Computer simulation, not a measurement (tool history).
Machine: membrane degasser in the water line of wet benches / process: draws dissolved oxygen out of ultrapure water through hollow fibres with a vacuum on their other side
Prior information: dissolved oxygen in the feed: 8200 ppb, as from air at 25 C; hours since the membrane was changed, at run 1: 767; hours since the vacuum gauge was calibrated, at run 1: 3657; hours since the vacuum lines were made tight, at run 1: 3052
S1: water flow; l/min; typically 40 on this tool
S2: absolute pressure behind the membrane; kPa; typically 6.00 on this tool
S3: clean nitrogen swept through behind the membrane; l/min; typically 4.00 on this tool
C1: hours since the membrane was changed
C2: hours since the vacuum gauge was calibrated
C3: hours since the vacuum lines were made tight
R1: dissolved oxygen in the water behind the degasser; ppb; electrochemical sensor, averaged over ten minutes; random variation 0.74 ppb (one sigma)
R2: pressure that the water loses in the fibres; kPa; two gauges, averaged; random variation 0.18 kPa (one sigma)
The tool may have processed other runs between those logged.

run,hour,S1,S2,S3,C1,C2,C3,R1,R2
1,0.0,40,6.00,4.00,767,3657,3052,68.8,33.55
2,76.9,40,6.00,4.00,844,3734,3129,67.9,34.00
3,150.3,40,6.00,4.00,918,3807,3203,66.7,33.78
4,210.1,40,6.00,4.00,978,3867,3263,66.4,33.91
5,256.9,42,6.00,4.00,1024,3914,3309,69.9,35.63
6,294.1,42,6.00,4.00,1062,3951,3347,70.8,35.46
7,369.6,42,6.00,4.00,1137,4026,3422,70.4,35.46
8,408.7,42,6.00,4.00,1176,4065,3461,70.5,35.66
9,482.4,42,6.00,4.00,1250,4139,3535,71.8,35.42
10,528.0,42,6.00,4.00,1295,4185,3580,71.8,35.29
11,598.7,42,6.00,4.00,1366,4255,3651,72.4,35.72
12,643.6,40,6.00,4.00,1411,4300,3696,68.6,34.05
13,695.7,40,6.00,4.00,1463,4352,3748,68.5,33.76
14,749.4,40,6.00,4.00,1517,4406,3802,67.3,33.78
15,823.4,36,6.00,4.00,1591,4480,3876,59.6,30.42
16,877.8,33,6.00,4.00,1645,4535,3930,55.8,28.04
17,930.0,33,13.45,4.00,1697,4587,3982,196.2,28.17
18,1009.3,33,13.45,4.00,1777,4666,4062,199.6,27.98
19,1084.0,59,7.33,7.74,1851,4741,4136,82.4,50.20
20,1145.8,47,6.03,4.40,1913,4803,4198,74.0,40.22
21,1199.6,46,8.29,4.40,1967,4856,4252,125.6,39.07
22,1261.8,46,8.29,4.40,2029,4919,4314,126.7,39.46
23,1324.9,27,6.00,1.91,2092,4982,4377,92.0,23.13
24,1364.6,51,10.06,8.70,2132,5021,4417,100.1,43.60
25,1397.8,51,10.06,8.70,2165,5055,4450,101.7,44.02
26,1476.9,44,10.06,1.72,2244,5134,4529,367.9,37.80
27,1524.2,45,3.70,2.03,2292,5181,4577,27.8,38.74
28,1575.0,45,3.70,2.03,2342,5232,4627,27.9,38.44
29,1632.5,62,3.70,2.03,2400,5289,4685,42.4,52.75
30,1703.9,62,3.70,2.03,2471,5361,4756,42.2,53.19
31,1750.0,31,6.00,2.22,2517,5407,4802,88.9,26.39
32,1790.3,39,6.13,2.22,2558,5447,4843,119.1,33.77

Results per run with the tool's hidden condition removed, run-to-run variation unchanged:
The hidden state here: membrane still open, %; true pressure behind the membrane over the reading, kPa; air that leaks in behind the membrane, l/min; drift of the gauge itself on oxygen_ppb, %; drift of the gauge itself on loss_of_pressure_kpa, %.
run,R2
1,33.55
2,33.96
3,33.71
4,33.82
5,35.52
6,35.33
7,35.30
8,35.48
9,35.21
10,35.06
11,35.46
12,33.78
13,33.48
14,33.47
15,30.11
16,27.74
17,27.85
18,27.64
19,49.54
20,39.67
21,38.51
22,38.86
23,22.76
24,42.88
25,43.29
26,37.13
27,38.03
28,37.71
29,51.71
30,52.11
31,25.83
32,33.05
R1: differs from the measured result by no more than 0.5 ppb in any run.

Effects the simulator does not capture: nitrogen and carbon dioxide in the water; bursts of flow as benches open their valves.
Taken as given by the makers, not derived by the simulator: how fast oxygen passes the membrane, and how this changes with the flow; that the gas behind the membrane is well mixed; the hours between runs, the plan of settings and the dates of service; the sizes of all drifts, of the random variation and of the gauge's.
